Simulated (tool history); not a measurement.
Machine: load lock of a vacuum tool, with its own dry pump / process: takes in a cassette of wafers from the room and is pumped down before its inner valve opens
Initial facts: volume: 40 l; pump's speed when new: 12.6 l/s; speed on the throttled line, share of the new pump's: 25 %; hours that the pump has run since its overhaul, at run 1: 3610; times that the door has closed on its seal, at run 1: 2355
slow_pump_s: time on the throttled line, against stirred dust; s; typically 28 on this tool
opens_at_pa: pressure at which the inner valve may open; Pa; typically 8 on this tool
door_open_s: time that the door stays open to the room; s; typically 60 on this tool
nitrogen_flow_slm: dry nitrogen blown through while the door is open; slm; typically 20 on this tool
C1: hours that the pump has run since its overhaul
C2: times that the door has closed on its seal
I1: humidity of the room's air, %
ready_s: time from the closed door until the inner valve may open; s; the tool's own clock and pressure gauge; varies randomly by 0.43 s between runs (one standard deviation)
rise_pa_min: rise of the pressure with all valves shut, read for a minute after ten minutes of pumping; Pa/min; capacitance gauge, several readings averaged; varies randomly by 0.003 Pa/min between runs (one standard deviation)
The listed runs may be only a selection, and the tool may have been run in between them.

Run 1, hour 0: usual settings; C1 3610; C2 2355; I1 45. Result: ready_s 52 s, rise_pa_min 0.045 Pa/min.
Run 2, hour 59.8: usual settings; C1 3669; C2 2457; I1 41.7. Result: ready_s 52.3 s, rise_pa_min 0.041 Pa/min.
Run 3, hour 108.7: usual settings but slow_pump_s 18 s; C1 3718; C2 2541; I1 45.9. Result: ready_s 44.8 s, rise_pa_min 0.05 Pa/min.
Run 4, hour 165.4: usual settings; C1 3775; C2 2638; I1 47.4. Result: ready_s 51.8 s, rise_pa_min 0.052 Pa/min.
Run 5, hour 259.3: usual settings; C1 3869; C2 2798; I1 45.2. Result: ready_s 52.1 s, rise_pa_min 0.048 Pa/min.
Run 6, hour 332.1: usual settings; C1 3942; C2 2922; I1 43. Result: ready_s 52 s, rise_pa_min 0.047 Pa/min.
Run 7, hour 390.4: usual settings; C1 4000; C2 3022; I1 44.2. Result: ready_s 51.8 s, rise_pa_min 0.045 Pa/min.
Run 8, hour 485.3: usual settings but door_open_s 142 s; C1 4095; C2 3184; I1 47.9. Result: ready_s 52.3 s, rise_pa_min 0.071 Pa/min.
Run 9, hour 532.1: usual settings but nitrogen_flow_slm 10 slm; C1 4142; C2 3264; I1 40.1. Result: ready_s 52.2 s, rise_pa_min 0.055 Pa/min.
Run 10, hour 636.9: usual settings but nitrogen_flow_slm 10 slm; C1 4247; C2 3443; I1 46. Result: ready_s 51.9 s, rise_pa_min 0.06 Pa/min.
Run 11, hour 697.5: usual settings but nitrogen_flow_slm 10 slm; C1 4307; C2 3547; I1 43.5. Result: ready_s 51.7 s, rise_pa_min 0.055 Pa/min.
Run 12, hour 752.9: usual settings but nitrogen_flow_slm 10 slm; C1 4363; C2 3641; I1 44.3. Result: ready_s 51.9 s, rise_pa_min 0.059 Pa/min.
Run 13, hour 807.2: usual settings but slow_pump_s 30 s, opens_at_pa 14 Pa, door_open_s 28 s, nitrogen_flow_slm 14 slm; C1 4417; C2 3734; I1 45.1. Result: ready_s 51.5 s, rise_pa_min 0.036 Pa/min.
Run 14, hour 919.9: usual settings but slow_pump_s 18 s; C1 4530; C2 3927; I1 50.3. Result: ready_s 44.8 s, rise_pa_min 0.058 Pa/min.
Run 15, hour 983.4: usual settings but opens_at_pa 11 Pa, door_open_s 182 s; C1 4593; C2 4035; I1 42.1. Result: ready_s 51.2 s, rise_pa_min 0.072 Pa/min.
Run 16, hour 1070.3: usual settings but opens_at_pa 11 Pa, door_open_s 182 s; C1 4680; C2 4184; I1 45.6. Result: ready_s 51.3 s, rise_pa_min 0.079 Pa/min.
Run 17, hour 1124.6: usual settings but opens_at_pa 11 Pa, door_open_s 182 s; C1 4734; C2 4277; I1 45. Result: ready_s 50.7 s, rise_pa_min 0.075 Pa/min.
Run 18, hour 1218.9: usual settings but slow_pump_s 15 s, opens_at_pa 13 Pa; C1 4829; C2 4438; I1 44.1. Result: ready_s 40.4 s, rise_pa_min 0.059 Pa/min.
Run 19, hour 1297.2: usual settings but opens_at_pa 12 Pa; C1 4907; C2 4572; I1 47.5. Result: ready_s 51.6 s, rise_pa_min 0.058 Pa/min.
Run 20, hour 1372.6: usual settings but opens_at_pa 12 Pa; C1 4982; C2 4700; I1 45.7. Result: ready_s 49.8 s, rise_pa_min 0.058 Pa/min.
Run 21, hour 1460.9: usual settings but slow_pump_s 42 s; C1 5071; C2 4851; I1 44.1. Result: ready_s 62.7 s, rise_pa_min 0.054 Pa/min.

Run 22, settings as shown, results not yet in. Your forecast:
Run 22, hour 1522.8: usual settings but slow_pump_s 42 s; C1 5132; C2 4957; I1 45.4. Result: ready_s ?, rise_pa_min ?.

Run 22 produced ready_s 63.8 s, rise_pa_min 0.062 Pa/min.
With no hidden state in the tool, this same run would have given ready_s 62.9 s, rise_pa_min 0.04 Pa/min.

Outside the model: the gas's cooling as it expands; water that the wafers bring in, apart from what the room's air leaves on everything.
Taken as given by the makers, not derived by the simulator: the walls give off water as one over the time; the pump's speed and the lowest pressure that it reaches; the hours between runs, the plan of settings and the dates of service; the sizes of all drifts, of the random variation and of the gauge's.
